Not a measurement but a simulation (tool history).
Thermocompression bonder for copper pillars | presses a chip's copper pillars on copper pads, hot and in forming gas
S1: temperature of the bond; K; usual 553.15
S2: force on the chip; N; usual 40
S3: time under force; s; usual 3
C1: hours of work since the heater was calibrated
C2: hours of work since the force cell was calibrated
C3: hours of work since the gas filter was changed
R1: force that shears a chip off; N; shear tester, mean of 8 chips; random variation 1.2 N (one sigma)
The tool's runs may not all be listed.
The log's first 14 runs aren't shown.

run,hour,S1,S2,S3,C1,C2,C3,R1
15,94.1,562.15,40,3,157,303,140,119.7
16,100.2,570.15,40,3,160,306,143,126.8
17,105.1,570.15,40,3,162,308,145,131.9
18,113.0,551.15,40,2,166,312,149,97.4
19,119.1,553.15,40,7,170,316,152,131.0
20,124.1,553.15,40,7,172,318,155,132.7
21,129.1,539.15,59,6,175,321,157,137.3
22,137.3,553.15,31,7,179,325,162,116.5
23,142.3,553.15,40,2,181,327,164,100.5
24,147.5,553.15,40,2,184,330,167,101.3

Forecast run 25:
25,153.7,553.15,26,3,187,333,170,?

R1: 80.5 N
Without the tool's hidden state the same run would have given R1 80.4 N.
